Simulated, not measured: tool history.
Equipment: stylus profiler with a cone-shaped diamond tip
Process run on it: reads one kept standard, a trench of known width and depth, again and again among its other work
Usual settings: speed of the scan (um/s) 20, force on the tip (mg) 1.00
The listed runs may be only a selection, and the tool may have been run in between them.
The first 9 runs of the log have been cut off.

run	hour	speed of the scan (um/s)	force on the tip (mg)	scans with this tip	hours of work since the height scale was calibrated	depth of the trench (angstrom)	width of the trench's floor (µm)
10	105.3	20	1.46	1173	141	2011.1	17.09
11	117.6	20	1.00	1250	150	2009.7	16.93
12	127.5	20	1.00	1311	157	2007.6	16.99
13	138.0	25	1.00	1377	165	2008.8	16.97
14	151.1	25	1.00	1459	175	2008.3	16.96
15	162.7	29	1.00	1531	184	2009.0	16.95
16	175.9	29	1.00	1614	193	2009.0	16.89
17	188.9	29	1.00	1695	203	2009.3	16.98
18	199.7	29	1.00	1763	211	2008.8	16.93
19	208.3	20	2.24	1816	218	2015.0	17.10
20	217.4	15	2.24	1874	225	2014.8	17.16
21	230.2	15	2.24	1953	234	2014.8	17.09
22	241.4	15	2.24	2023	242	2015.4	17.18
23	253.5	15	2.24	2099	252	2015.4	17.10
24	263.0	14	0.50	2159	259	2005.6	17.00
25	275.0	27	1.35	2234	268	2010.1	16.96
26	285.7	7	0.61	2301	276	2006.1	17.13
27	295.5	7	0.61	2362	283	2006.9	17.09
28	308.8	7	2.81	2445	293	2018.6	17.17

What will run 29 give?
29	321.3	35	0.94	2523	302	?	?

{"run 29": {"depth of the trench (angstrom)": 2008.5, "width of the trench's floor (µm)": 16.82}}
Take away the tool's hidden state, keep the run-to-run variation as it was, and the same run would have given depth of the trench (angstrom) 2008.5, width of the trench's floor (µm) 16.82.
